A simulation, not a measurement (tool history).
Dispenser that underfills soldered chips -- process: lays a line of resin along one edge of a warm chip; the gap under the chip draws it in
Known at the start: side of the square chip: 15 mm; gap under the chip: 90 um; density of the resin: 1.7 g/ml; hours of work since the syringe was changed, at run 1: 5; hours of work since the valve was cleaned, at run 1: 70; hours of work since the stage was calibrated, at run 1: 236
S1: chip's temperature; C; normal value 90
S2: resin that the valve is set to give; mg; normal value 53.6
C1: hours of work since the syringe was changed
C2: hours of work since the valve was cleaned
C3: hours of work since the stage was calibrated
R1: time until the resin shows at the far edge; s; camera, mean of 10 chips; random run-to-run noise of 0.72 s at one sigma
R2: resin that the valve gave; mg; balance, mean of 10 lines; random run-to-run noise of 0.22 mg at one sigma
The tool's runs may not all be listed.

run,hour,S1,S2,C1,C2,C3,R1,R2
1,0.0,90,53.6,5,70,236,105.2,50.65
# hour 1.2: new syringe of resin
# hour 4.2: dispensing valve cleaned and set on the balance
2,7.1,90,53.6,4,2,240,92.4,53.80
# hour 10.0: new syringe of resin
3,14.5,90,53.6,3,7,245,91.2,53.35
# hour 18.0: new syringe of resin
4,20.5,90,53.6,2,12,249,81.1,53.10
5,24.6,75,53.6,5,15,252,181.7,53.10
# hour 26.2: new syringe of resin
# hour 33.9: new syringe of resin
6,35.1,75,53.6,1,22,260,135.2,52.97
7,39.5,90,48.5,4,25,263,99.9,47.61
# hour 41.9: new syringe of resin
8,44.4,90,48.5,2,28,266,86.5,47.11
# hour 49.7: new syringe of resin
9,50.8,90,53.6,1,33,271,75.4,52.03
10,55.5,90,53.6,4,36,274,98.0,51.95
# hour 57.7: new syringe of resin
11,60.0,90,53.6,2,39,277,81.5,51.49
# hour 66.3: new syringe of resin
12,69.3,90,53.6,2,46,284,86.2,51.93
# hour 74.6: new syringe of resin
13,78.0,90,53.6,3,52,290,88.0,51.36
# hour 82.3: new syringe of resin
14,85.7,90,53.6,3,58,295,84.8,50.71
# hour 90.1: new syringe of resin
15,93.4,97,53.6,2,63,301,69.4,50.96
# hour 98.5: new syringe of resin
16,102.9,94,53.6,3,70,308,82.6,50.97
# hour 106.7: new syringe of resin
# hour 107.7: dispensing valve cleaned and set on the balance
17,110.2,94,53.6,2,2,312,71.9,53.42
# hour 116.2: new syringe of resin
18,119.2,94,53.6,2,8,318,75.1,53.64
# hour 124.3: new syringe of resin
19,125.8,95,46.9,1,13,323,68.8,46.56
20,130.7,93,60.0,5,16,327,95.6,59.27
# hour 132.3: new syringe of resin
# hour 140.0: new syringe of resin
21,140.2,90,48.7,0,23,333,72.6,47.53
# hour 147.7: new syringe of resin
22,148.4,85,46.0,1,29,339,92.7,44.97
# hour 155.4: new syringe of resin
23,156.3,99,56.4,1,34,345,55.0,55.26
24,161.5,102,62.8,4,38,348,67.3,60.75
# hour 163.8: new syringe of resin
# hour 171.6: new syringe of resin
25,171.6,102,62.8,0,45,355,48.0,60.73
# hour 179.5: new syringe of resin
26,180.6,102,62.8,1,52,362,50.4,60.28
# hour 187.4: new syringe of resin
27,189.0,97,55.9,1,58,368,62.9,53.59
# hour 195.1: new syringe of resin
28,196.9,81,58.5,1,63,373,111.8,55.33
# hour 202.9: new syringe of resin
29,204.3,81,58.5,1,68,379,110.1,55.14
# hour 210.8: dispensing valve cleaned and set on the balance
# hour 211.6: new syringe of resin
30,212.8,84,59.1,1,1,384,94.7,59.36
# hour 219.4: new syringe of resin
31,220.4,78,64.3,1,7,389,117.3,64.29
# hour 227.6: new syringe of resin
32,229.9,84,55.8,2,13,396,102.8,55.38
33,234.8,76,55.8,5,17,400,192.2,55.26

What differs in the tool's unlogged condition from the final listed run ahead of each entry between runs to the first listed run following it?
After run 1, before run 2: new syringe of resin (hour 1.2); dispensing valve cleaned and set on the balance (hour 4.2)
  resin's viscosity, % of fresh resin's: 151.4 -> 134.8; dose that the valve gives, % of what is set: 94.4 -> 99.71; true chip temperature over the reading, C: -1.86 -> -1.89
  difference, measured minus the result without the unlogged condition, R1: +40.7 -> +28.6 s; R2: -3.00 -> -0.16 mg
After run 2, before run 3: new syringe of resin (hour 10.0)
  resin's viscosity, % of fresh resin's: 134.8 -> 131.7; dose that the valve gives, % of what is set: 99.71 -> 99.35; true chip temperature over the reading, C: -1.89 -> -1.94
  difference, measured minus the result without the unlogged condition, R1: +28.6 -> +26.7 s; R2: -0.16 -> -0.35 mg
After run 3, before run 4: new syringe of resin (hour 18.0)
  resin's viscosity, % of fresh resin's: 131.7 -> 116.5; dose that the valve gives, % of what is set: 99.35 -> 98.97; true chip temperature over the reading, C: -1.94 -> -1.97
  difference, measured minus the result without the unlogged condition, R1: +26.7 -> +16.2 s; R2: -0.35 -> -0.55 mg
After run 5, before run 6: new syringe of resin (hour 26.2); new syringe of resin (hour 33.9)
  resin's viscosity, % of fresh resin's: 148.9 -> 108.7; dose that the valve gives, % of what is set: 98.72 -> 98.15; true chip temperature over the reading, C: -1.99 -> -2.05
  difference, measured minus the result without the unlogged condition, R1: +68.9 -> +20.6 s; R2: -0.68 -> -1.00 mg
After run 7, before run 8: new syringe of resin (hour 41.9)
  resin's viscosity, % of fresh resin's: 142.1 -> 117.6; dose that the valve gives, % of what is set: 97.86 -> 97.58; true chip temperature over the reading, C: -2.07 -> -2.09
  difference, measured minus the result without the unlogged condition, R1: +34.9 -> +18.6 s; R2: -1.04 -> -1.17 mg
After run 8, before run 9: new syringe of resin (hour 49.7)
  resin's viscosity, % of fresh resin's: 117.6 -> 106.4; dose that the valve gives, % of what is set: 97.58 -> 97.22; true chip temperature over the reading, C: -2.09 -> -2.13
  difference, measured minus the result without the unlogged condition, R1: +18.6 -> +10.0 s; R2: -1.17 -> -1.49 mg
After run 10, before run 11: new syringe of resin (hour 57.7)
  resin's viscosity, % of fresh resin's: 142.1 -> 113.9; dose that the valve gives, % of what is set: 96.97 -> 96.74; true chip temperature over the reading, C: -2.15 -> -2.18
  difference, measured minus the result without the unlogged condition, R1: +34.3 -> +15.6 s; R2: -1.62 -> -1.73 mg
After run 11, before run 12: new syringe of resin (hour 66.3)
  resin's viscosity, % of fresh resin's: 113.9 -> 119.8; dose that the valve gives, % of what is set: 96.74 -> 96.21; true chip temperature over the reading, C: -2.18 -> -2.22
  difference, measured minus the result without the unlogged condition, R1: +15.6 -> +20.1 s; R2: -1.73 -> -2.05 mg
After run 12, before run 13: new syringe of resin (hour 74.6)
  resin's viscosity, % of fresh resin's: 119.8 -> 122.9; dose that the valve gives, % of what is set: 96.21 -> 95.69; true chip temperature over the reading, C: -2.22 -> -2.27
  difference, measured minus the result without the unlogged condition, R1: +20.1 -> +22.6 s; R2: -2.05 -> -2.31 mg
After run 13, before run 14: new syringe of resin (hour 82.3)
  resin's viscosity, % of fresh resin's: 122.9 -> 121.7; dose that the valve gives, % of what is set: 95.69 -> 95.29; true chip temperature over the reading, C: -2.27 -> -2.31
  difference, measured minus the result without the unlogged condition, R1: +22.6 -> +21.1 s; R2: -2.31 -> -2.50 mg
After run 14, before run 15: new syringe of resin (hour 90.1)
  resin's viscosity, % of fresh resin's: 121.7 -> 125.3; dose that the valve gives, % of what is set: 95.29 -> 94.88; true chip temperature over the reading, C: -2.31 -> -2.35
  difference, measured minus the result without the unlogged condition, R1: +21.1 -> +18.7 s; R2: -2.50 -> -2.74 mg
After run 15, before run 16: new syringe of resin (hour 98.5)
  resin's viscosity, % of fresh resin's: 125.3 -> 132.1; dose that the valve gives, % of what is set: 94.88 -> 94.33; true chip temperature over the reading, C: -2.35 -> -2.4
  difference, measured minus the result without the unlogged condition, R1: +18.7 -> +25.7 s; R2: -2.74 -> -3.06 mg
After run 16, before run 17: new syringe of resin (hour 106.7); dispensing valve cleaned and set on the balance (hour 107.7)
  resin's viscosity, % of fresh resin's: 132.1 -> 117.5; dose that the valve gives, % of what is set: 94.33 -> 99.74; true chip temperature over the reading, C: -2.4 -> -2.43
  difference, measured minus the result without the unlogged condition, R1: +25.7 -> +15.8 s; R2: -3.06 -> -0.13 mg
After run 17, before run 18: new syringe of resin (hour 116.2)
  resin's viscosity, % of fresh resin's: 117.5 -> 122; dose that the valve gives, % of what is set: 99.74 -> 99.28; true chip temperature over the reading, C: -2.43 -> -2.48
  difference, measured minus the result without the unlogged condition, R1: +15.8 -> +18.6 s; R2: -0.13 -> -0.39 mg
After run 18, before run 19: new syringe of resin (hour 124.3)
  resin's viscosity, % of fresh resin's: 122 -> 113.1; dose that the valve gives, % of what is set: 99.28 -> 98.93; true chip temperature over the reading, C: -2.48 -> -2.52
  difference, measured minus the result without the unlogged condition, R1: +18.6 -> +13.2 s; R2: -0.39 -> -0.51 mg
After run 20, before run 21: new syringe of resin (hour 132.3); new syringe of resin (hour 140.0)
  resin's viscosity, % of fresh resin's: 151.9 -> 100.5; dose that the valve gives, % of what is set: 98.65 -> 98.15; true chip temperature over the reading, C: -2.54 -> -2.6
  difference, measured minus the result without the unlogged condition, R1: +38.4 -> +7.1 s; R2: -0.82 -> -0.90 mg
After run 21, before run 22: new syringe of resin (hour 147.7)
  resin's viscosity, % of fresh resin's: 100.5 -> 103.6; dose that the valve gives, % of what is set: 98.15 -> 97.71; true chip temperature over the reading, C: -2.6 -> -2.64
  difference, measured minus the result without the unlogged condition, R1: +7.1 -> +12.1 s; R2: -0.90 -> -1.05 mg
After run 22, before run 23: new syringe of resin (hour 155.4)
  resin's viscosity, % of fresh resin's: 103.6 -> 106; dose that the valve gives, % of what is set: 97.71 -> 97.26; true chip temperature over the reading, C: -2.64 -> -2.69
  difference, measured minus the result without the unlogged condition, R1: +12.1 -> +7.9 s; R2: -1.05 -> -1.55 mg
After run 24, before run 25: new syringe of resin (hour 163.8); new syringe of resin (hour 171.6)
  resin's viscosity, % of fresh resin's: 145.2 -> 100.5; dose that the valve gives, % of what is set: 96.96 -> 96.41; true chip temperature over the reading, C: -2.72 -> -2.77
  difference, measured minus the result without the unlogged condition, R1: +25.2 -> +4.6 s; R2: -1.90 -> -2.26 mg
After run 25, before run 26: new syringe of resin (hour 179.5)
  resin's viscosity, % of fresh resin's: 100.5 -> 107.8; dose that the valve gives, % of what is set: 96.41 -> 95.87; true chip temperature over the reading, C: -2.77 -> -2.82
  difference, measured minus the result without the unlogged condition, R1: +4.6 -> +8.1 s; R2: -2.26 -> -2.59 mg
After run 26, before run 27: new syringe of resin (hour 187.4)
  resin's viscosity, % of fresh resin's: 107.8 -> 111; dose that the valve gives, % of what is set: 95.87 -> 95.41; true chip temperature over the reading, C: -2.82 -> -2.86
  difference, measured minus the result without the unlogged condition, R1: +8.1 -> +11.8 s; R2: -2.59 -> -2.57 mg
After run 27, before run 28: new syringe of resin (hour 195.1)
  resin's viscosity, % of fresh resin's: 111 -> 110.7; dose that the valve gives, % of what is set: 95.41 -> 95; true chip temperature over the reading, C: -2.86 -> -2.91
  difference, measured minus the result without the unlogged condition, R1: +11.8 -> +21.7 s; R2: -2.57 -> -2.92 mg
After run 28, before run 29: new syringe of resin (hour 202.9)
  resin's viscosity, % of fresh resin's: 110.7 -> 107.4; dose that the valve gives, % of what is set: 95 -> 94.57; true chip temperature over the reading, C: -2.91 -> -2.95
  difference, measured minus the result without the unlogged condition, R1: +21.7 -> +18.8 s; R2: -2.92 -> -3.16 mg
After run 29, before run 30: dispensing valve cleaned and set on the balance (hour 210.8); new syringe of resin (hour 211.6)
  resin's viscosity, % of fresh resin's: 107.4 -> 107.9; dose that the valve gives, % of what is set: 94.57 -> 100.15; true chip temperature over the reading, C: -2.95 -> -2.99
  difference, measured minus the result without the unlogged condition, R1: +18.8 -> +16.2 s; R2: -3.16 -> +0.09 mg
After run 30, before run 31: new syringe of resin (hour 219.4)
  resin's viscosity, % of fresh resin's: 107.9 -> 104.8; dose that the valve gives, % of what is set: 100.15 -> 99.74; true chip temperature over the reading, C: -2.99 -> -3.03
  difference, measured minus the result without the unlogged condition, R1: +16.2 -> +17.8 s; R2: +0.09 -> -0.17 mg
After run 31, before run 32: new syringe of resin (hour 227.6)
  resin's viscosity, % of fresh resin's: 104.8 -> 115.5; dose that the valve gives, % of what is set: 99.74 -> 99.22; true chip temperature over the reading, C: -3.03 -> -3.07
  difference, measured minus the result without the unlogged condition, R1: +17.8 -> +23.5 s; R2: -0.17 -> -0.44 mg

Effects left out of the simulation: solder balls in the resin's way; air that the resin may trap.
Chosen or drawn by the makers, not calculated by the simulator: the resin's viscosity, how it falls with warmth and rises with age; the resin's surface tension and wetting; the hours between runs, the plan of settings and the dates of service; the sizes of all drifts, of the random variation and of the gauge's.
